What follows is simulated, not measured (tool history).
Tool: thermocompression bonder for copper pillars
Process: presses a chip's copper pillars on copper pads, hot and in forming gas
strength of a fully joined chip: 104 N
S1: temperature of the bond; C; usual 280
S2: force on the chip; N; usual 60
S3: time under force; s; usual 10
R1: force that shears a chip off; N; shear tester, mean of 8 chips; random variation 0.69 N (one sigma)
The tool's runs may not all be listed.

| run | hour | S1 | S2 | S3 | R1 |
|---|---|---|---|---|---|
| 1 | 0.0 | 280 | 60 | 10 | 45.3 |
| 2 | 52.4 | 280 | 60 | 10 | 43.0 |
|  | 70.6 | forming gas filter changed |
| 3 | 99.8 | 280 | 60 | 10 | 44.8 |
| 4 | 154.1 | 280 | 60 | 10 | 44.9 |
| 5 | 196.0 | 267 | 60 | 10 | 37.2 |
| 6 | 239.2 | 280 | 60 | 8 | 40.5 |
| 7 | 278.9 | 280 | 60 | 10 | 42.5 |
| 8 | 307.4 | 280 | 60 | 10 | 43.5 |
|  | 342.1 | forming gas filter changed |
| 9 | 347.2 | 280 | 60 | 10 | 42.6 |
| 10 | 389.0 | 280 | 60 | 10 | 43.0 |
| 11 | 445.0 | 280 | 60 | 10 | 41.3 |
| 12 | 470.8 | 280 | 64 | 10 | 44.7 |
| 13 | 524.7 | 280 | 60 | 10 | 41.8 |
| 14 | 577.4 | 280 | 60 | 10 | 39.6 |
|  | 614.4 | forming gas filter changed |
| 15 | 624.6 | 280 | 41 | 10 | 26.3 |
| 16 | 667.9 | 280 | 41 | 10 | 26.4 |
| 17 | 708.4 | 280 | 41 | 10 | 26.0 |
| 18 | 754.4 | 280 | 57 | 10 | 37.4 |
| 19 | 793.2 | 280 | 57 | 10 | 37.8 |
| 20 | 834.9 | 280 | 57 | 10 | 37.7 |
| 21 | 878.1 | 286 | 87 | 15 | 67.4 |
|  | 887.6 | forming gas filter changed |
|  | 903.5 | heater calibrated with a thermocouple chip |
| 22 | 935.2 | 306 | 62 | 6 | 51.4 |
| 23 | 968.9 | 280 | 60 | 24 | 60.8 |
| 24 | 1025.4 | 280 | 86 | 10 | 62.7 |
| 25 | 1067.9 | 267 | 65 | 18 | 51.7 |
| 26 | 1098.5 | 267 | 65 | 18 | 50.6 |
| 27 | 1142.0 | 280 | 60 | 5 | 32.7 |
|  | 1161.8 | forming gas filter changed |
| 28 | 1182.6 | 284 | 60 | 20 | 58.7 |
| 29 | 1215.9 | 299 | 38 | 10 | 31.9 |
| 30 | 1248.0 | 287 | 85 | 11 | 66.5 |
| 31 | 1288.2 | 272 | 74 | 11 | 50.1 |
| 32 | 1332.9 | 272 | 74 | 14 | 55.0 |
| 33 | 1360.2 | 272 | 74 | 14 | 54.4 |
| 34 | 1395.1 | 272 | 74 | 14 | 54.3 |
|  | 1431.8 | forming gas filter changed |
| 35 | 1442.8 | 272 | 74 | 14 | 54.9 |
| 36 | 1490.1 | 272 | 74 | 14 | 52.9 |
| 37 | 1545.6 | 280 | 47 | 24 | 43.7 |
| 38 | 1586.4 | 265 | 53 | 24 | 42.7 |
| 39 | 1630.8 | 265 | 53 | 24 | 42.0 |
| 40 | 1662.4 | 293 | 44 | 5 | 25.0 |

Forecast each of these 3 alternatives for the next run:
| A | 1685.6 | 259 | 53 | 10 | ? |
| B | 1685.6 | 280 | 52 | 5 | ? |
| C | 1685.6 | 280 | 73 | 14 | ? |

| run | R1 |
|---|---|
| A | 26.0 |
| B | 25.4 |
| C | 55.5 |
Without the tool's hidden state the same runs would have given:
| run | R1 |
|---|---|
| A | 32.4 |
| B | 31.4 |
| C | 65.3 |
